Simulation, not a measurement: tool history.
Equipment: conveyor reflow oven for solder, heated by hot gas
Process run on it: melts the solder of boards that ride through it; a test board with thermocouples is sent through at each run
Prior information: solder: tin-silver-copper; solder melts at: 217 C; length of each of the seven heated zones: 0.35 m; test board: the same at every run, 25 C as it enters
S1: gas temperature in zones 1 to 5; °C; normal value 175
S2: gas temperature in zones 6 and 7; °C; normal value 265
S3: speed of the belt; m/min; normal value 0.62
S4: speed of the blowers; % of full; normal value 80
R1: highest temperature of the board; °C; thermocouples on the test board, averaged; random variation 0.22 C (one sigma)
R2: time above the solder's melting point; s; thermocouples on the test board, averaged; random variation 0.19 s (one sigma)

run 1 hour=0 | S1=175 S2=265 S3=0.62 S4=80 | R1=245.8 R2=45.9
run 2 hour=18.2 | S1=175 S2=255 S3=0.62 S4=80 | R1=237.9 R2=38.6
run 3 hour=37.2 | S1=175 S2=255 S3=0.62 S4=80 | R1=237.2 R2=38.8
run 4 hour=50.7 | S1=175 S2=255 S3=0.62 S4=80 | R1=237.2 R2=38.5
run 5 hour=66.3 | S1=175 S2=265 S3=0.62 S4=80 | R1=245.1 R2=45.5
run 6 hour=78.3 | S1=175 S2=254 S3=0.62 S4=80 | R1=236 R2=37.2
-- hour=84.2 flux residue cleaned out of gas plates and filters
run 7 hour=98.2 | S1=175 S2=254 S3=0.62 S4=80 | R1=237 R2=38.3
run 8 hour=112.9 | S1=175 S2=265 S3=0.62 S4=80 | R1=245.8 R2=46.3
run 9 hour=127.1 | S1=175 S2=265 S3=0.62 S4=80 | R1=245.6 R2=46.3
run 10 hour=138.8 | S1=175 S2=264 S3=0.62 S4=80 | R1=244.6 R2=45.6
run 11 hour=157.7 | S1=175 S2=265 S3=0.62 S4=80 | R1=245.5 R2=46
run 12 hour=170.4 | S1=175 S2=265 S3=0.62 S4=80 | R1=245.3 R2=45.9
run 13 hour=181.7 | S1=175 S2=265 S3=0.62 S4=80 | R1=245.7 R2=45.8
run 14 hour=196.2 | S1=175 S2=271 S3=0.62 S4=80 | R1=250.2 R2=49.2
run 15 hour=205.3 | S1=175 S2=271 S3=0.62 S4=80 | R1=250.1 R2=48.9
run 16 hour=221.4 | S1=175 S2=271 S3=0.62 S4=80 | R1=249.9 R2=49
run 17 hour=237.2 | S1=170 S2=276 S3=0.606 S4=72 | R1=252.2 R2=50
run 18 hour=248.4 | S1=173 S2=265 S3=0.62 S4=65 | R1=241 R2=40.3
run 19 hour=261.6 | S1=169 S2=265 S3=0.62 S4=80 | R1=243.4 R2=42
run 20 hour=271.1 | S1=169 S2=265 S3=0.62 S4=80 | R1=243.9 R2=42.1
-- hour=276.5 belt drive overhauled, speed set with a stopwatch
run 21 hour=288.9 | S1=169 S2=265 S3=0.62 S4=80 | R1=243.9 R2=42.1
run 22 hour=306.3 | S1=190 S2=265 S3=0.62 S4=80 | R1=247.6 R2=53.2
-- hour=318.8 flux residue cleaned out of gas plates and filters
run 23 hour=321.5 | S1=175 S2=265 S3=0.62 S4=79 | R1=245.6 R2=46.3
run 24 hour=330.3 | S1=169 S2=277 S3=0.625 S4=71 | R1=252.5 R2=48.1
-- hour=338.2 belt drive overhauled, speed set with a stopwatch, once more
run 25 hour=346.8 | S1=174 S2=277 S3=0.628 S4=71 | R1=253.1 R2=49.2
run 26 hour=361.5 | S1=174 S2=277 S3=0.628 S4=71 | R1=253 R2=49.3
run 27 hour=374.1 | S1=174 S2=277 S3=0.628 S4=71 | R1=253.3 R2=49
run 28 hour=386.8 | S1=174 S2=277 S3=0.548 S4=71 | R1=257.8 R2=60.6
run 29 hour=403.9 | S1=174 S2=277 S3=0.548 S4=71 | R1=257.4 R2=60.5
run 30 hour=421.9 | S1=165 S2=271 S3=0.703 S4=59 | R1=236.7 R2=27.6
run 31 hour=429.9 | S1=165 S2=261 S3=0.526 S4=59 | R1=240.4 R2=45.3
run 32 hour=437.9 | S1=174 S2=261 S3=0.515 S4=59 | R1=242.6 R2=52.3

Below are 3 alternative next runs, each starting from the tool's condition after run 32. Predict each:
run A hour=451.9 | S1=182 S2=265 S3=0.582 S4=80 | R1=? R2=?
run B hour=451.9 | S1=174 S2=263 S3=0.602 S4=59 | R1=? R2=?
run C hour=451.9 | S1=175 S2=265 S3=0.62 S4=74 | R1=? R2=?

run=A R1=248.1 R2=53.9
run=B R1=238.8 R2=39.3
run=C R1=243.7 R2=43.5
What these runs would have given with no unlogged condition in the tool:
run=A R1=250.3 R2=55.5
run=B R1=241 R2=41.6
run=C R1=246 R2=45.4
